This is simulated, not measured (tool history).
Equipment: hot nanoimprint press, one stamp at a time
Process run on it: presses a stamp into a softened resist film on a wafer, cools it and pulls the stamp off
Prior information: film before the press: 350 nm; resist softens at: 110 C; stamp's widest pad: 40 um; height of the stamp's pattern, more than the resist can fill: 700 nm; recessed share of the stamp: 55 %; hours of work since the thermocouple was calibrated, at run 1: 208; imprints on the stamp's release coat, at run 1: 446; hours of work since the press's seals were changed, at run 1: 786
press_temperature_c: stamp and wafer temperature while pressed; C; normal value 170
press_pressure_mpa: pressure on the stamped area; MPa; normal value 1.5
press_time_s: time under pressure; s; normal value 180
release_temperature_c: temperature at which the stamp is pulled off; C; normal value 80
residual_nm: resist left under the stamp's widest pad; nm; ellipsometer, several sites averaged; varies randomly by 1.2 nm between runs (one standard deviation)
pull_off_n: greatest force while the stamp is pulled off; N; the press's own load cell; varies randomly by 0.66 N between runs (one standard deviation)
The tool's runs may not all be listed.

| run | hour | press_temperature_c | press_pressure_mpa | press_time_s | release_temperature_c | hours of work since the thermocouple was calibrated | imprints on the stamp's release coat | hours of work since the press's seals were changed | residual_nm | pull_off_n |
|---|---|---|---|---|---|---|---|---|---|---|
| 1 | 0 | 170 | 1.5 | 180 | 80 | 208 | 446 | 786 | 191.9 | 122.8 |
|  | 28.6 | stamp cleaned and given a new release coat |
| 2 | 47.5 | 170 | 1.5 | 180 | 80 | 229 | 69 | 808 | 190.1 | 119.7 |
| 3 | 72.4 | 170 | 1.5 | 180 | 72 | 242 | 159 | 820 | 190.7 | 139.8 |
| 4 | 105.9 | 170 | 1.5 | 180 | 72 | 259 | 281 | 838 | 194.2 | 142.8 |
| 5 | 152.4 | 170 | 1.5 | 180 | 72 | 283 | 450 | 861 | 193.2 | 144.6 |
|  | 177.4 | stamp cleaned and given a new release coat |
| 6 | 191.5 | 170 | 1.5 | 180 | 72 | 299 | 51 | 878 | 193.4 | 139.1 |
| 7 | 232.9 | 170 | 1.5 | 180 | 80 | 321 | 202 | 900 | 193.3 | 123.5 |
| 8 | 260.2 | 170 | 1.5 | 180 | 80 | 335 | 301 | 913 | 194.5 | 121 |
| 9 | 306.2 | 170 | 1.5 | 180 | 80 | 358 | 468 | 937 | 197.1 | 125.4 |
|  | 326.3 | stamp cleaned and given a new release coat |
| 10 | 348 | 170 | 1.5 | 180 | 80 | 377 | 79 | 955 | 197 | 120.3 |
| 11 | 385.8 | 170 | 1.5 | 180 | 80 | 396 | 217 | 975 | 197.1 | 121.9 |
| 12 | 407 | 170 | 1.5 | 180 | 79 | 407 | 294 | 986 | 198.6 | 126.9 |
| 13 | 452.9 | 170 | 1.5 | 300 | 79 | 430 | 461 | 1009 | 164.6 | 128.2 |
|  | 477 | stamp cleaned and given a new release coat |
| 14 | 505.6 | 170 | 1.5 | 180 | 73 | 454 | 103 | 1033 | 199.1 | 138.7 |
| 15 | 525.7 | 170 | 1.5 | 180 | 73 | 464 | 176 | 1043 | 200.6 | 139.1 |
|  | 539.6 | plate thermocouple calibrated |
| 16 | 550.9 | 170 | 1.5 | 180 | 73 | 6 | 257 | 1055 | 184 | 136.3 |
| 17 | 589.1 | 180 | 1.06 | 109 | 79 | 25 | 396 | 1074 | 147.7 | 124.2 |
| 18 | 608.5 | 181 | 1.43 | 180 | 80 | 35 | 467 | 1084 | 99.1 | 122.6 |
|  | 629.6 | stamp cleaned and given a new release coat |
| 19 | 649.2 | 181 | 1.43 | 180 | 80 | 53 | 72 | 1102 | 100.2 | 117.4 |
| 20 | 693.8 | 171 | 1.29 | 189 | 66 | 76 | 234 | 1125 | 186 | 154.7 |
| 21 | 726.1 | 171 | 1.29 | 189 | 66 | 92 | 351 | 1141 | 186 | 156.3 |
|  | 777.9 | stamp cleaned and given a new release coat |
| 22 | 780.4 | 171 | 1.29 | 189 | 66 | 117 | 9 | 1166 | 185.2 | 152.7 |
| 23 | 813.8 | 171 | 1.1 | 189 | 85 | 134 | 130 | 1183 | 198.1 | 106.9 |
| 24 | 851.5 | 171 | 1.06 | 94 | 85 | 154 | 267 | 1202 | 242.8 | 108.1 |
| 25 | 894.5 | 171 | 1.12 | 226 | 82 | 176 | 423 | 1224 | 185.3 | 117.5 |
|  | 926.5 | stamp cleaned and given a new release coat |
| 26 | 942.3 | 170 | 2.39 | 180 | 70 | 197 | 57 | 1246 | 161.6 | 144.5 |
| 27 | 981.8 | 170 | 1.37 | 215 | 67 | 217 | 201 | 1266 | 186.3 | 153.1 |
| 28 | 1008.5 | 170 | 1.37 | 215 | 67 | 231 | 298 | 1280 | 186 | 154.2 |
| 29 | 1040.3 | 170 | 1.5 | 131 | 69 | 247 | 413 | 1296 | 213.5 | 151.8 |

Forecast each of these 4 alternatives for the next run:
|  | 1072.6 | press's hydraulic seals changed and the load cell set to zero |
|  | 1084.4 | stamp cleaned and given a new release coat |
| A | 1087.5 | 177 | 1.5 | 131 | 69 | 264 | 11 | 5 | ? | ? |
|  | 1072.6 | press's hydraulic seals changed and the load cell set to zero |
|  | 1084.4 | stamp cleaned and given a new release coat |
| B | 1087.5 | 170 | 0.91 | 271 | 69 | 264 | 11 | 5 | ? | ? |
|  | 1072.6 | press's hydraulic seals changed and the load cell set to zero |
|  | 1084.4 | stamp cleaned and given a new release coat |
| C | 1087.5 | 166 | 1.5 | 180 | 78 | 264 | 11 | 5 | ? | ? |
|  | 1072.6 | press's hydraulic seals changed and the load cell set to zero |
|  | 1084.4 | stamp cleaned and given a new release coat |
| D | 1087.5 | 167 | 1.5 | 177 | 76 | 264 | 11 | 5 | ? | ? |

| run | residual_nm | pull_off_n |
|---|---|---|
| A | 140.5 | 145.2 |
| B | 197.3 | 147.4 |
| C | 229 | 123.9 |
| D | 219.6 | 128 |
Take away the tool's hidden state, keep each run's random variation, and the runs would have read:
| run | residual_nm | pull_off_n |
|---|---|---|
| A | 136.1 | 143.7 |
| B | 191.4 | 145.9 |
| C | 222.8 | 122.4 |
| D | 213.4 | 126.6 |

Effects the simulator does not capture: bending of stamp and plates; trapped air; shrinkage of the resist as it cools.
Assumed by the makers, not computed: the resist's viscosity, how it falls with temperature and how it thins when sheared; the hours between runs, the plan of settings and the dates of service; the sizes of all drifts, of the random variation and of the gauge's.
